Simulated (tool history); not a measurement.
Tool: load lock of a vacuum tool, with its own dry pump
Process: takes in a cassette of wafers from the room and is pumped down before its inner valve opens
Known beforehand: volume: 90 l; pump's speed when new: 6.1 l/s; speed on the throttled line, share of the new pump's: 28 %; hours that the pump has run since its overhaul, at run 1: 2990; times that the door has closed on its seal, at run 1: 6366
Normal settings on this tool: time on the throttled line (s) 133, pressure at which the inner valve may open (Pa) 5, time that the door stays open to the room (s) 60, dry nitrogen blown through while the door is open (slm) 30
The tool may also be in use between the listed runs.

run    hour  time on the throttled line (s)  pressure at which the inner valve may open (Pa)  time that the door stays open to the room (s)  dry nitrogen blown through while the door is open (slm)  hours that the pump has run since its overhaul  times that the door has closed on its seal  incoming humidity of the room's air, %  time from the closed door until the inner valve may open (s)  rise of the pressure with all valves shut (Pa/min)
  1       0                             133                                                5                                             60                                                       30                                            2990                                        6366                                    43.3                                                         249.9                                               0.065
  2      55                             165                                                5                                             60                                                       30                                            3045                                        6575                                    41.5                                                         271.7                                               0.063
  3   142.9                             165                                                5                                             60                                                       30                                            3133                                        6908                                    45.8                                                         269.5                                               0.073
  4   211.3                             165                                                5                                             60                                                       30                                            3201                                        7167                                    42.6                                                         270.2                                               0.077
  5   256.8                             165                                                5                                             60                                                       30                                            3247                                        7339                                    45.7                                                         272.2                                               0.068
  6   325.9                             165                                                5                                             60                                                       30                                            3316                                        7601                                    45.3                                                         269.2                                               0.079
  7     413                             133                                                5                                             60                                                       11                                            3403                                        7931                                    44.4                                                         249.1                                               0.089
  8   466.1                             133                                                5                                             60                                                       30                                            3456                                        8132                                    46.8                                                         247.2                                               0.086
  9   507.8                             133                                                5                                             60                                                       30                                            3498                                        8290                                    42.9                                                         246.6                                               0.089
 10   600.9                             133                                                5                                             60                                                       30                                            3591                                        8643                                      45                                                         248.8                                               0.091
 11   687.1                             109                                                5                                             60                                                       30                                            3677                                        8969                                      45                                                         233.8                                               0.093
 12   764.1                             109                                                5                                             60                                                       30                                            3754                                        9261                                    45.4                                                         234.6                                               0.097
 13     828                             109                                                5                                             60                                                       30                                            3818                                        9503                                    42.6                                                         229.5                                               0.098
 14   878.6                             133                                                5                                             60                                                       30                                            3869                                        9695                                    46.2                                                         250.6                                                 0.1
 15   957.3                             266                                                5                                             60                                                       30                                            3947                                        9993                                    42.2                                                         345.3                                               0.103
 16  1037.1                             133                                                5                                             60                                                       30                                            4027                                       10295                                    46.7                                                           248                                               0.107
 17  1115.7                             133                                                5                                             60                                                       30                                            4106                                       10593                                    42.3                                                         247.2                                               0.108
 18  1205.7                             133                                                5                                             96                                                       30                                            4196                                       10934                                    46.9                                                         251.3                                               0.118
 19  1250.1                             152                                                5                                             96                                                       30                                            4240                                       11102                                      43                                                         263.3                                               0.121
 20  1324.7                             152                                                5                                             96                                                       30                                            4315                                       11385                                    48.1                                                         259.7                                               0.128
 21  1386.4                             152                                                5                                             96                                                       30                                            4377                                       11619                                    41.9                                                         260.8                                               0.131
 22  1447.9                             133                                                5                                            131                                                       15                                            4438                                       11852                                    43.6                                                         248.3                                               0.142
 23  1527.9                             240                                                5                                             60                                                        9                                            4518                                       12155                                    43.1                                                         326.4                                               0.138
 24  1620.6                             240                                                5                                             60                                                        9                                            4611                                       12506                                    46.4                                                         324.8                                               0.144
 25  1705.9                              78                                                7                                             38                                                       11                                            4696                                       12829                                    45.1                                                         206.9                                                0.14
 26  1774.3                             221                                                8                                             48                                                       30                                            4765                                       13089                                    42.4                                                         304.2                                               0.139
 27  1829.7                              74                                                8                                             48                                                       13                                            4820                                       13299                                      47                                                         199.8                                               0.151
 28  1888.9                             133                                                5                                             48                                                       30                                            4879                                       13523                                    46.3                                                         253.2                                               0.151
 29  1950.1                             170                                                5                                             29                                                       30                                            4940                                       13755                                      45                                                         275.8                                               0.148
 30  2019.6                             149                                                4                                             67                                                       30                                            5010                                       14018                                    45.5                                                         266.6                                               0.161
 31  2067.9                             149                                                4                                             67                                                       30                                            5058                                       14201                                    39.6                                                         264.8                                               0.156
 32  2139.6                              69                                                6                                             28                                                       18                                            5130                                       14473                                    42.7                                                         204.4                                               0.166
 33  2180.6                             241                                                6                                             28                                                        7                                            5171                                       14628                                    47.6                                                         322.3                                                0.17
 34  2245.8                             241                                                6                                             28                                                        7                                            5236                                       14875                                    44.9                                                         325.8                                               0.169

Alternative continuations, all from the tool just after run 34; predict every row:
  A  2329.8                              94                                                5                                            113                                                        4                                            5320                                       15193                                    47.7                                                             ?                                                   ?
  B  2329.8                             220                                                6                                             28                                                        7                                            5320                                       15193                                    45.2                                                             ?                                                   ?
  C  2329.8                             133                                                5                                             60                                                       30                                            5320                                       15193                                    47.1                                                             ?                                                   ?

run  time from the closed door until the inner valve may open (s)  rise of the pressure with all valves shut (Pa/min)
  A                                                         225.3                                               0.208
  B                                                           310                                               0.174
  C                                                         252.3                                               0.171
The same runs, with their run-to-run variation unchanged, on a tool lacking any hidden condition would have given:
run  time from the closed door until the inner valve may open (s)  rise of the pressure with all valves shut (Pa/min)
  A                                                           215                                               0.046
  B                                                         302.8                                               0.011
  C                                                           243                                                0.01
